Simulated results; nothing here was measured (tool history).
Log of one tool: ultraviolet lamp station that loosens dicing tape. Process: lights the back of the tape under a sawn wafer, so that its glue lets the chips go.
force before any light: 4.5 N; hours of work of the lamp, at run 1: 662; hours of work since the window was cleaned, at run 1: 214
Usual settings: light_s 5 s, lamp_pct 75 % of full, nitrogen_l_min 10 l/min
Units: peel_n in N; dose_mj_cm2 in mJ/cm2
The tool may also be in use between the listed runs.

| run | hour | light_s | lamp_pct | nitrogen_l_min | hours of work of the lamp | hours of work since the window was cleaned | peel_n | dose_mj_cm2 |
|---|---|---|---|---|---|---|---|---|
| 1 | 0 | 5 | 75 | 10 | 662 | 214 | 0.909 | 238 |
| 2 | 18 | 5 | 75 | 5 | 675 | 228 | 1.321 | 231 |
| 3 | 33 | 5 | 75 | 5 | 687 | 239 | 1.309 | 237 |
| 4 | 43.8 | 5 | 70 | 10 | 695 | 248 | 1.024 | 215 |
| 5 | 60.2 | 5 | 70 | 10 | 707 | 260 | 1.012 | 216 |
|  | 67.9 | lamp changed |
| 6 | 70.6 | 5 | 64 | 10 | 2 | 267 | 0.845 | 245 |
| 7 | 81.9 | 5 | 64 | 10 | 11 | 276 | 0.825 | 250 |
| 8 | 101.7 | 5 | 75 | 10 | 26 | 291 | 0.677 | 287 |
| 9 | 115.9 | 5 | 77 | 10 | 36 | 302 | 0.665 | 290 |
| 10 | 134.7 | 5 | 77 | 10 | 51 | 316 | 0.646 | 284 |
| 11 | 146.4 | 5 | 77 | 10 | 60 | 325 | 0.68 | 286 |
| 12 | 160.8 | 5 | 77 | 10 | 71 | 336 | 0.688 | 284 |
| 13 | 178.1 | 5 | 75 | 10 | 84 | 349 | 0.738 | 272 |
| 14 | 190 | 5 | 75 | 10 | 93 | 358 | 0.727 | 272 |
| 15 | 210.7 | 5 | 75 | 3 | 109 | 374 | 1.426 | 270 |
| 16 | 223.7 | 5 | 75 | 10 | 118 | 384 | 0.753 | 262 |
|  | 226.3 | window cleaned of glue's vapour |
| 17 | 245.8 | 5 | 75 | 10 | 135 | 15 | 0.834 | 246 |
| 18 | 264.2 | 5 | 75 | 10 | 149 | 29 | 0.867 | 245 |
| 19 | 277 | 5 | 75 | 6 | 158 | 39 | 1.156 | 239 |
| 20 | 292.1 | 5 | 75 | 6 | 170 | 50 | 1.158 | 237 |
| 21 | 304.5 | 4 | 73 | 10 | 179 | 59 | 1.274 | 189 |
|  | 314.7 | window cleaned of glue's vapour, once more |
| 22 | 314.7 | 6 | 73 | 3 | 187 | 0 | 1.086 | 348 |
| 23 | 325.2 | 6 | 73 | 3 | 195 | 8 | 1.08 | 342 |
| 24 | 337.5 | 6 | 73 | 3 | 204 | 17 | 1.055 | 348 |
| 25 | 348.6 | 5 | 99 | 17 | 212 | 26 | 0.267 | 387 |
| 26 | 362.4 | 3 | 75 | 6 | 223 | 36 | 1.686 | 172 |
| 27 | 373.2 | 5 | 65 | 4 | 231 | 44 | 1.394 | 245 |
| 28 | 383 | 2 | 65 | 4 | 239 | 52 | 2.781 | 102 |
| 29 | 398.3 | 2 | 65 | 4 | 250 | 64 | 2.76 | 95 |
| 30 | 417.9 | 4 | 70 | 4 | 265 | 78 | 1.651 | 207 |

The next listed run, before its measurement:
| 31 | 430.9 | 7 | 94 | 9 | 275 | 88 | ? | ? |

{"run 31": {"peel_n": 0.251, "dose_mj_cm2": 496}}
Without the tool's hidden state the same run would have given peel_n 0.188 N, dose_mj_cm2 570 mJ/cm2.
